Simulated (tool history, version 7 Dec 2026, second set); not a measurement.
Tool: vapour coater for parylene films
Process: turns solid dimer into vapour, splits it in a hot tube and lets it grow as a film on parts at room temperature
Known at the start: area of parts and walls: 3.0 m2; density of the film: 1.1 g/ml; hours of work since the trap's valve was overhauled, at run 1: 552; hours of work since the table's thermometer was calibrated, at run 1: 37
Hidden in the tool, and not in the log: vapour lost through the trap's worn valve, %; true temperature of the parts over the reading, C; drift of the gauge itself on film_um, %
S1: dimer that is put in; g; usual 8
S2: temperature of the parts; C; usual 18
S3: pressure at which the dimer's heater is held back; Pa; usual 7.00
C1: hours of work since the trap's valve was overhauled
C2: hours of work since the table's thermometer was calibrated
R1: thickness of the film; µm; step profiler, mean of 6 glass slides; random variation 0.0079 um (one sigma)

{"run": 1, "hour": 0.0, "S1": 8, "S2": 18, "S3": 7.0, "C1": 552, "C2": 37, "R1": 1.092}
{"run": 2, "hour": 60.9, "S1": 8, "S2": 18, "S3": 7.0, "C1": 592, "C2": 77, "R1": 1.08}
{"hour": 80.2, "done": "trap's valve overhauled"}
{"run": 3, "hour": 125.8, "S1": 8, "S2": 18, "S3": 7.0, "C1": 30, "C2": 117, "R1": 1.165}
{"run": 4, "hour": 169.8, "S1": 8, "S2": 18, "S3": 7.0, "C1": 59, "C2": 145, "R1": 1.161}
{"run": 5, "hour": 202.2, "S1": 5, "S2": 18, "S3": 7.0, "C1": 80, "C2": 166, "R1": 0.725}
{"run": 6, "hour": 237.6, "S1": 5, "S2": 18, "S3": 7.0, "C1": 103, "C2": 190, "R1": 0.718}
{"run": 7, "hour": 291.5, "S1": 8, "S2": 12, "S3": 7.0, "C1": 138, "C2": 225, "R1": 1.465}
{"run": 8, "hour": 318.2, "S1": 8, "S2": 12, "S3": 7.0, "C1": 156, "C2": 242, "R1": 1.448}
{"run": 9, "hour": 348.3, "S1": 8, "S2": 12, "S3": 7.0, "C1": 175, "C2": 262, "R1": 1.451}
{"run": 10, "hour": 392.5, "S1": 8, "S2": 12, "S3": 7.0, "C1": 204, "C2": 291, "R1": 1.445}
{"run": 11, "hour": 428.3, "S1": 6, "S2": 18, "S3": 7.0, "C1": 227, "C2": 314, "R1": 0.844}
{"run": 12, "hour": 488.0, "S1": 6, "S2": 18, "S3": 7.0, "C1": 267, "C2": 353, "R1": 0.845}
{"run": 13, "hour": 515.1, "S1": 6, "S2": 18, "S3": 7.0, "C1": 284, "C2": 371, "R1": 0.854}
{"run": 14, "hour": 548.7, "S1": 14, "S2": 10, "S3": 5.06, "C1": 306, "C2": 393, "R1": 2.871}
{"run": 15, "hour": 604.5, "S1": 6, "S2": 18, "S3": 7.0, "C1": 343, "C2": 429, "R1": 0.831}
{"run": 16, "hour": 656.2, "S1": 6, "S2": 18, "S3": 6.57, "C1": 376, "C2": 463, "R1": 0.85}
{"run": 17, "hour": 688.2, "S1": 11, "S2": 12, "S3": 3.11, "C1": 397, "C2": 484, "R1": 2.213}
{"run": 18, "hour": 727.9, "S1": 7, "S2": 23, "S3": 2.04, "C1": 423, "C2": 510, "R1": 0.975}
{"run": 19, "hour": 772.6, "S1": 3, "S2": 12, "S3": 2.55, "C1": 453, "C2": 539, "R1": 0.623}
{"run": 20, "hour": 829.5, "S1": 8, "S2": 18, "S3": 4.04, "C1": 490, "C2": 576, "R1": 1.2}
{"run": 21, "hour": 867.9, "S1": 10, "S2": 10, "S3": 7.83, "C1": 515, "C2": 602, "R1": 1.839}
{"run": 22, "hour": 911.7, "S1": 8, "S2": 21, "S3": 2.59, "C1": 543, "C2": 630, "R1": 1.138}
{"run": 23, "hour": 937.7, "S1": 8, "S2": 21, "S3": 2.59, "C1": 560, "C2": 647, "R1": 1.138}
{"run": 24, "hour": 964.7, "S1": 6, "S2": 13, "S3": 3.24, "C1": 578, "C2": 665, "R1": 1.131}
{"run": 25, "hour": 990.1, "S1": 11, "S2": 12, "S3": 11.77, "C1": 595, "C2": 681, "R1": 1.732}
{"hour": 1009.2, "done": "trap's valve overhauled"}
{"run": 26, "hour": 1038.1, "S1": 9, "S2": 23, "S3": 10.59, "C1": 19, "C2": 710, "R1": 1.011}

Forecast each of these 3 alternatives for the next run:
{"run": "A", "hour": 1072.7, "S1": 5, "S2": 11, "S3": 8.76, "C1": 41, "C2": 733, "R1": "?"}
{"run": "B", "hour": 1072.7, "S1": 8, "S2": 10, "S3": 2.03, "C1": 41, "C2": 733, "R1": "?"}
{"run": "C", "hour": 1072.7, "S1": 4, "S2": 23, "S3": 10.59, "C1": 41, "C2": 733, "R1": "?"}

run=A R1=0.922
run=B R1=1.973
run=C R1=0.449
Without the tool's hidden state the same runs would have given:
run=A R1=0.925
run=B R1=1.978
run=C R1=0.450
